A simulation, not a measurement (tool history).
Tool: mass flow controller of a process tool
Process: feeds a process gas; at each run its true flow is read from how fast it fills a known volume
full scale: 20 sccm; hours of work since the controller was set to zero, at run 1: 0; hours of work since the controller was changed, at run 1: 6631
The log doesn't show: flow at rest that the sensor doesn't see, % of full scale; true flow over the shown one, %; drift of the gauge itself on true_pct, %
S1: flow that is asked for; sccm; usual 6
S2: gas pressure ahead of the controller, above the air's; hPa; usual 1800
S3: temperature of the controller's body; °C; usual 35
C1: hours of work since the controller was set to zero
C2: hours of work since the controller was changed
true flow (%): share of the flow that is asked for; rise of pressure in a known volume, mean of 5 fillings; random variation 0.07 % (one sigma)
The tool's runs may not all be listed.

Run 1, hour 0: usual settings; C1 0; C2 6631. Result: true flow (%) 96.21.
Run 2, hour 290.1: usual settings but S3 23 °C; C1 182; C2 6814. Result: true flow (%) 97.04.
Run 3, hour 604.5: usual settings; C1 380; C2 7011. Result: true flow (%) 95.9.
Run 4, hour 822.7: usual settings; C1 517; C2 7148. Result: true flow (%) 95.88.
Run 5, hour 1024.6: usual settings; C1 644; C2 7275. Result: true flow (%) 95.73.
Run 6, hour 1184.1: usual settings but S2 2690 hPa; C1 744; C2 7376. Result: true flow (%) 95.87.
Run 7, hour 1349: usual settings but S2 2160 hPa; C1 848; C2 7479. Result: true flow (%) 95.59.
Run 8, hour 1696.2: usual settings but S2 2160 hPa; C1 1066; C2 7697. Result: true flow (%) 95.65.
Run 9, hour 1879.6: usual settings but S2 2160 hPa; C1 1181; C2 7813. Result: true flow (%) 95.53.
Run 10, hour 2152: usual settings but S1 2 sccm, S2 2040 hPa, S3 23 °C; C1 1353; C2 7984. Result: true flow (%) 94.3.
Run 11, hour 2423: usual settings but S1 3 sccm, S2 2290 hPa, S3 26 °C; C1 1523; C2 8154. Result: true flow (%) 94.81.
Run 12, hour 2681.8: usual settings but S1 3 sccm, S2 2290 hPa, S3 26 °C; C1 1686; C2 8317. Result: true flow (%) 94.46.
Run 13, hour 2839.4: usual settings but S1 16 sccm, S2 1500 hPa, S3 29 °C; C1 1785; C2 8416. Result: true flow (%) 96.75.
Run 14, hour 3145: usual settings but S1 8 sccm, S2 2490 hPa, S3 39 °C; C1 1977; C2 8608. Result: true flow (%) 94.99.
Run 15, hour 3377.6: usual settings but S2 2490 hPa, S3 39 °C; C1 2123; C2 8754. Result: true flow (%) 94.6.
Run 16, hour 3572.1: usual settings but S2 2270 hPa; C1 2245; C2 8877. Result: true flow (%) 94.66.
Run 17, hour 3920: usual settings but S1 2 sccm, S2 2630 hPa, S3 20 °C; C1 2464; C2 9095. Result: true flow (%) 92.63.
Run 18, hour 4131.1: usual settings but S1 9 sccm, S2 1840 hPa, S3 22 °C; C1 2597; C2 9228. Result: true flow (%) 95.98.

5 ways to go on from here, each from the tool as it stands after run 18. What would each give?
Run A, hour 4294.3: usual settings but S1 7 sccm, S3 32 °C; C1 2699; C2 9331. Result: true flow (%) ?.
Run B, hour 4294.3: usual settings but S2 1930 hPa; C1 2699; C2 9331. Result: true flow (%) ?.
Run C, hour 4294.3: usual settings but S1 19 sccm, S2 2100 hPa, S3 32 °C; C1 2699; C2 9331. Result: true flow (%) ?.
Run D, hour 4294.3: usual settings but S2 2070 hPa, S3 23 °C; C1 2699; C2 9331. Result: true flow (%) ?.
Run E, hour 4294.3: usual settings but S1 9 sccm, S2 1840 hPa, S3 25 °C; C1 2699; C2 9331. Result: true flow (%) ?.

run  true flow (%)
  A          94.79
  B          94.33
  C          96.78
  D          95.35
  E          95.63
Without the tool's hidden state the same runs would have given:
run  true flow (%)
  A          98.23
  B          97.96
  C          99.46
  D          98.99
  E          98.79
